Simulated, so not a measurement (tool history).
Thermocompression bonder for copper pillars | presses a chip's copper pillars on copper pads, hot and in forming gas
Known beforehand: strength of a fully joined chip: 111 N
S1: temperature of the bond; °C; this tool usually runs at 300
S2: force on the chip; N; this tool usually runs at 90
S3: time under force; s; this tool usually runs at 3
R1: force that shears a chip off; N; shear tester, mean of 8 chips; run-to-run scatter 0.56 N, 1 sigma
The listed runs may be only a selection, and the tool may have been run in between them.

run  hour   S1  S2  S3    R1
  1     0  300  90   3  49.7
  2   4.9  300  90   3  49.8
  3   9.5  300  90   3    49
  4  15.7  300  90   3  49.3
  5  20.9  326  90   3  67.1
  6    28  300  90   3  49.5
  7  32.8  300  90   2  42.5
  8  42.4  300  90   2  43.2
  9  49.1  300  90   2  43.4
 10  56.3  280  99   2  35.2
 11  63.4  280  99   2  36.2
 12    69  280  99   2  35.9
 13  73.7  280  99   2    36
 14  78.9  290  99   2  41.4

3 ways to go on from here, each from the tool as it stands after run 14. What would each give?
  A  86.6  328  68   7   ?
  B  86.6  313  74   7   ?
  C  86.6  290  92   9   ?

run    R1
  A  69.5
  B  64.5
  C    65
Stripped of hidden state, with their random variation kept, the same runs would have yielded:
run    R1
  A  69.6
  B  64.6
  C  65.1
